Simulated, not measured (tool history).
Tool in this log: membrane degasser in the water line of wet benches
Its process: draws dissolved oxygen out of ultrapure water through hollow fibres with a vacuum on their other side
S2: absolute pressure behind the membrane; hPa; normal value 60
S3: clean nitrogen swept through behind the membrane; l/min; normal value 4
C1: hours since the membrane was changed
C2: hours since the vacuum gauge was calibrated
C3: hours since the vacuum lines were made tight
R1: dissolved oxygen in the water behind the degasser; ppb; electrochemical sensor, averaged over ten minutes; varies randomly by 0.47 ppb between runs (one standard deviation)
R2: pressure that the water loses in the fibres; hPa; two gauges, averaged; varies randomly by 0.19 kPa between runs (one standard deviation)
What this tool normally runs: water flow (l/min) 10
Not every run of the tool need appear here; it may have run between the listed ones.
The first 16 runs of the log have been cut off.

{"run": 17, "hour": 3380.9, "water flow (l/min)": 9, "S2": 76.8, "S3": 2.68, "C1": 3770, "C2": 3360, "C3": 2823, "R1": 51.6, "R2": 345.9}
{"run": 18, "hour": 3590.9, "water flow (l/min)": 9, "S2": 76.8, "S3": 2.68, "C1": 3980, "C2": 3570, "C3": 3033, "R1": 53.3, "R2": 348.1}
{"hour": 3826.3, "done": "vacuum gauge calibrated"}
{"run": 19, "hour": 3902.3, "water flow (l/min)": 9, "S2": 76.8, "S3": 2.68, "C1": 4291, "C2": 76, "C3": 3344, "R1": 50.6, "R2": 345.9}
{"run": 20, "hour": 4176.2, "water flow (l/min)": 9, "S2": 76.8, "S3": 2.68, "C1": 4565, "C2": 350, "C3": 3618, "R1": 51, "R2": 344.1}
{"run": 21, "hour": 4470.5, "water flow (l/min)": 10, "S2": 58.5, "S3": 6.85, "C1": 4860, "C2": 644, "C3": 3912, "R1": 27.5, "R2": 386.2}
{"run": 22, "hour": 4618.9, "water flow (l/min)": 10, "S2": 58.5, "S3": 6.85, "C1": 5008, "C2": 793, "C3": 4061, "R1": 28.3, "R2": 382}
{"run": 23, "hour": 4755.0, "water flow (l/min)": 10, "S2": 58.5, "S3": 6.85, "C1": 5144, "C2": 929, "C3": 4197, "R1": 28.8, "R2": 385.6}
{"run": 24, "hour": 5005.1, "water flow (l/min)": 14, "S2": 56.4, "S3": 6.85, "C1": 5394, "C2": 1179, "C3": 4447, "R1": 49.1, "R2": 535.3}
{"run": 25, "hour": 5289.3, "water flow (l/min)": 6, "S2": 56.4, "S3": 6.85, "C1": 5678, "C2": 1463, "C3": 4731, "R1": 11, "R2": 231}
{"run": 26, "hour": 5603.8, "water flow (l/min)": 15, "S2": 122.3, "S3": 3.72, "C1": 5993, "C2": 1778, "C3": 5046, "R1": 129.3, "R2": 574.2}
{"run": 27, "hour": 5866.6, "water flow (l/min)": 15, "S2": 122.3, "S3": 3.72, "C1": 6256, "C2": 2040, "C3": 5308, "R1": 128.3, "R2": 575.6}
{"run": 28, "hour": 6106.2, "water flow (l/min)": 15, "S2": 122.3, "S3": 1.77, "C1": 6495, "C2": 2280, "C3": 5548, "R1": 217.5, "R2": 579.5}
{"run": 29, "hour": 6362.8, "water flow (l/min)": 15, "S2": 122.3, "S3": 1.77, "C1": 6752, "C2": 2537, "C3": 5805, "R1": 218, "R2": 578.7}
{"run": 30, "hour": 6633.9, "water flow (l/min)": 12, "S2": 40.5, "S3": 3.68, "C1": 7023, "C2": 2808, "C3": 6076, "R1": 33.6, "R2": 458.2}
{"run": 31, "hour": 6898.1, "water flow (l/min)": 16, "S2": 60, "S3": 5.92, "C1": 7287, "C2": 3072, "C3": 6340, "R1": 64, "R2": 617}
{"run": 32, "hour": 7066.8, "water flow (l/min)": 14, "S2": 127.9, "S3": 4, "C1": 7456, "C2": 3241, "C3": 6509, "R1": 118, "R2": 538}

Here are 3 independent what-if runs from the current tool condition. What would each one return?
{"run": "A", "hour": 7321.9, "water flow (l/min)": 10, "S2": 60, "S3": 4, "C1": 7711, "C2": 3496, "C3": 6764, "R1": "?", "R2": "?"}
{"run": "B", "hour": 7321.9, "water flow (l/min)": 7, "S2": 37.3, "S3": 11.69, "C1": 7711, "C2": 3496, "C3": 6764, "R1": "?", "R2": "?"}
{"run": "C", "hour": 7321.9, "water flow (l/min)": 14, "S2": 36.3, "S3": 2.37, "C1": 7711, "C2": 3496, "C3": 6764, "R1": "?", "R2": "?"}

run=A R1=35.5 R2=380.5
run=B R1=9.7 R2=270
run=C R1=43.3 R2=539.1
With the hidden condition removed and each run's random variation left untouched, the same runs would have given:
run=A R1=35.4 R2=380.2
run=B R1=9.6 R2=269.8
run=C R1=43.1 R2=538.7
